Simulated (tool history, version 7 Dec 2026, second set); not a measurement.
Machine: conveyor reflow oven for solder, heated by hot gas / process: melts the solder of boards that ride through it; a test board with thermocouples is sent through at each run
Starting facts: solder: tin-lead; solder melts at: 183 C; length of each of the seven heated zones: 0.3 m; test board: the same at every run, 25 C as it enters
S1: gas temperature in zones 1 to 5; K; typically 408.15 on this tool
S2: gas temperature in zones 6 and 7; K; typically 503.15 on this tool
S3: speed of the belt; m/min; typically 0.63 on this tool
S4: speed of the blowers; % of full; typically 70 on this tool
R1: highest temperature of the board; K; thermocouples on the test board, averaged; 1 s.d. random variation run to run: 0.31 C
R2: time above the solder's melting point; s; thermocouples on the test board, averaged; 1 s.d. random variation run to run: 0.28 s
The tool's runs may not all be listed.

run 1 hour=0 | S1=408.15 S2=503.15 S3=0.63 S4=70 | R1=481.85 R2=36.4
run 2 hour=17.3 | S1=408.15 S2=503.15 S3=0.63 S4=70 | R1=482.55 R2=36
run 3 hour=30.4 | S1=408.15 S2=503.15 S3=0.63 S4=70 | R1=482.65 R2=35.9
run 4 hour=53.1 | S1=408.15 S2=503.15 S3=0.66 S4=70 | R1=480.95 R2=32.9
run 5 hour=75.6 | S1=408.15 S2=503.15 S3=0.581 S4=70 | R1=485.15 R2=41.9
run 6 hour=96 | S1=408.15 S2=503.15 S3=0.581 S4=70 | R1=485.15 R2=41.9
run 7 hour=116.6 | S1=412.15 S2=503.15 S3=0.581 S4=70 | R1=486.45 R2=43.7
run 8 hour=130.6 | S1=408.15 S2=503.15 S3=0.63 S4=70 | R1=482.45 R2=35.9
run 9 hour=151.8 | S1=408.15 S2=503.15 S3=0.63 S4=90 | R1=485.45 R2=38.5
run 10 hour=177.2 | S1=408.15 S2=503.15 S3=0.63 S4=90 | R1=486.05 R2=39.4
run 11 hour=202.1 | S1=408.15 S2=503.15 S3=0.63 S4=90 | R1=486.05 R2=38.8
run 12 hour=228.2 | S1=408.15 S2=511.15 S3=0.63 S4=90 | R1=492.55 R2=42.8
run 13 hour=247.1 | S1=408.15 S2=511.15 S3=0.63 S4=90 | R1=492.95 R2=43.3
run 14 hour=267.6 | S1=408.15 S2=511.15 S3=0.63 S4=90 | R1=492.45 R2=42.7
run 15 hour=284.8 | S1=408.15 S2=503.15 S3=0.63 S4=70 | R1=481.95 R2=36.1
run 16 hour=308.3 | S1=405.15 S2=493.15 S3=0.566 S4=64 | R1=475.45 R2=34.4
run 17 hour=325.9 | S1=421.15 S2=499.15 S3=0.566 S4=62 | R1=484.15 R2=46.1
-- hour=348.5 flux residue cleaned out of gas plates and filters
run 18 hour=348.5 | S1=408.15 S2=503.15 S3=0.517 S4=60 | R1=487.35 R2=49
run 19 hour=365.7 | S1=408.15 S2=503.15 S3=0.517 S4=60 | R1=487.45 R2=48.7
run 20 hour=380.9 | S1=414.15 S2=497.15 S3=0.715 S4=51 | R1=470.25 R2=21.3
run 21 hour=403.6 | S1=408.15 S2=503.15 S3=0.669 S4=86 | R1=483.45 R2=34.9
run 22 hour=423.1 | S1=413.15 S2=491.15 S3=0.63 S4=70 | R1=474.05 R2=30
run 23 hour=439.8 | S1=406.15 S2=516.15 S3=0.63 S4=51 | R1=487.95 R2=39
run 24 hour=462.5 | S1=408.15 S2=507.15 S3=0.584 S4=85 | R1=491.45 R2=46.1
run 25 hour=487.1 | S1=408.15 S2=507.15 S3=0.584 S4=85 | R1=491.75 R2=45.8
run 26 hour=512.6 | S1=410.15 S2=503.15 S3=0.63 S4=70 | R1=483.55 R2=37.1
run 27 hour=537.7 | S1=419.15 S2=502.15 S3=0.523 S4=69 | R1=489.25 R2=54.5
run 28 hour=562.2 | S1=419.15 S2=502.15 S3=0.523 S4=55 | R1=487.15 R2=51.6
run 29 hour=573.8 | S1=399.15 S2=508.15 S3=0.561 S4=70 | R1=489.35 R2=43.8
run 30 hour=596.8 | S1=399.15 S2=508.15 S3=0.561 S4=70 | R1=489.75 R2=43.6

Predict each of these 4 candidate next runs independently; none follows another, all start after run 30:
run A hour=612.3 | S1=407.15 S2=503.15 S3=0.53 S4=89 | R1=? R2=?
run B hour=612.3 | S1=399.15 S2=500.15 S3=0.671 S4=65 | R1=? R2=?
run C hour=612.3 | S1=408.15 S2=516.15 S3=0.63 S4=70 | R1=? R2=?
run D hour=612.3 | S1=408.15 S2=503.15 S3=0.676 S4=71 | R1=? R2=?

run=A R1=490.15 R2=50.4
run=B R1=474.35 R2=25.3
run=C R1=493.05 R2=43.3
run=D R1=480.55 R2=31.9
Without the tool's hidden state the same runs would have given:
run=A R1=490.25 R2=50.4
run=B R1=474.35 R2=25.3
run=C R1=493.05 R2=43.3
run=D R1=480.65 R2=31.9
